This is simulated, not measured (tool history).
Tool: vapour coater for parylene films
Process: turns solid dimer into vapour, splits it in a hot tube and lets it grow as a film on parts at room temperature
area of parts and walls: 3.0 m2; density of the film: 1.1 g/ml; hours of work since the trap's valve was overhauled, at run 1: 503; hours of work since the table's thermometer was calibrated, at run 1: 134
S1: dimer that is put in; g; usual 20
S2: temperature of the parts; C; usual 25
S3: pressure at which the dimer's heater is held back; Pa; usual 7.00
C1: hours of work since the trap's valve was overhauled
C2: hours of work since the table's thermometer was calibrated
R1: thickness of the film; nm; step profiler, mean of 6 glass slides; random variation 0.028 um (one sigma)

{"run": 1, "day": 0.0, "S1": 20, "S2": 25, "S3": 7.0, "C1": 503, "C2": 134, "R1": 3010}
{"run": 2, "day": 0.788, "S1": 20, "S2": 25, "S3": 7.0, "C1": 520, "C2": 150, "R1": 2990}
{"day": 1.408, "done": "trap's valve overhauled"}
{"run": 3, "day": 2.075, "S1": 20, "S2": 25, "S3": 7.0, "C1": 14, "C2": 174, "R1": 3160}
{"run": 4, "day": 3.171, "S1": 20, "S2": 25, "S3": 7.0, "C1": 37, "C2": 197, "R1": 3190}
{"run": 5, "day": 4.7, "S1": 20, "S2": 25, "S3": 7.0, "C1": 69, "C2": 229, "R1": 3170}
{"run": 6, "day": 6.521, "S1": 20, "S2": 25, "S3": 7.0, "C1": 107, "C2": 267, "R1": 3140}
{"run": 7, "day": 8.329, "S1": 20, "S2": 25, "S3": 7.0, "C1": 145, "C2": 305, "R1": 3160}
{"run": 8, "day": 9.762, "S1": 20, "S2": 25, "S3": 7.0, "C1": 176, "C2": 335, "R1": 3150}
{"run": 9, "day": 11.412, "S1": 20, "S2": 35, "S3": 7.0, "C1": 210, "C2": 370, "R1": 2410}
{"run": 10, "day": 12.425, "S1": 20, "S2": 35, "S3": 7.0, "C1": 232, "C2": 391, "R1": 2430}
{"run": 11, "day": 13.954, "S1": 20, "S2": 35, "S3": 7.0, "C1": 264, "C2": 423, "R1": 2360}
{"run": 12, "day": 14.738, "S1": 20, "S2": 25, "S3": 7.0, "C1": 280, "C2": 440, "R1": 3090}
{"run": 13, "day": 15.575, "S1": 20, "S2": 25, "S3": 7.0, "C1": 298, "C2": 457, "R1": 3070}
{"run": 14, "day": 17.054, "S1": 33, "S2": 21, "S3": 5.57, "C1": 329, "C2": 488, "R1": 5810}
{"run": 15, "day": 18.104, "S1": 34, "S2": 30, "S3": 6.86, "C1": 351, "C2": 510, "R1": 4560}
{"run": 16, "day": 19.817, "S1": 8, "S2": 28, "S3": 4.37, "C1": 387, "C2": 546, "R1": 1180}
{"run": 17, "day": 21.038, "S1": 20, "S2": 23, "S3": 7.0, "C1": 412, "C2": 572, "R1": 3160}
{"run": 18, "day": 22.775, "S1": 12, "S2": 17, "S3": 7.0, "C1": 449, "C2": 609, "R1": 2210}
{"run": 19, "day": 23.679, "S1": 12, "S2": 25, "S3": 2.23, "C1": 468, "C2": 628, "R1": 2150}
{"run": 20, "day": 25.462, "S1": 9, "S2": 33, "S3": 9.98, "C1": 505, "C2": 665, "R1": 1050}
{"day": 26.788, "done": "trap's valve overhauled"}
{"run": 21, "day": 26.929, "S1": 9, "S2": 33, "S3": 9.98, "C1": 3, "C2": 692, "R1": 1090}
{"run": 22, "day": 28.183, "S1": 9, "S2": 33, "S3": 9.98, "C1": 29, "C2": 719, "R1": 1070}
{"run": 23, "day": 29.171, "S1": 20, "S2": 27, "S3": 7.0, "C1": 50, "C2": 740, "R1": 2970}
{"run": 24, "day": 30.167, "S1": 9, "S2": 22, "S3": 8.01, "C1": 71, "C2": 760, "R1": 1480}
{"run": 25, "day": 31.096, "S1": 9, "S2": 22, "S3": 8.01, "C1": 91, "C2": 780, "R1": 1470}

3 ways to go on from here, each from the tool as it stands after run 25. What would each give?
{"run": "A", "day": 32.433, "S1": 20, "S2": 29, "S3": 7.0, "C1": 119, "C2": 808, "R1": "?"}
{"run": "B", "day": 32.433, "S1": 18, "S2": 19, "S3": 2.92, "C1": 119, "C2": 808, "R1": "?"}
{"run": "C", "day": 32.433, "S1": 18, "S2": 37, "S3": 5.21, "C1": 119, "C2": 808, "R1": "?"}

run=A R1=2790
run=B R1=3660
run=C R1=2140
Without the tool's hidden state the same runs would have given:
run=A R1=2870
run=B R1=3760
run=C R1=2200
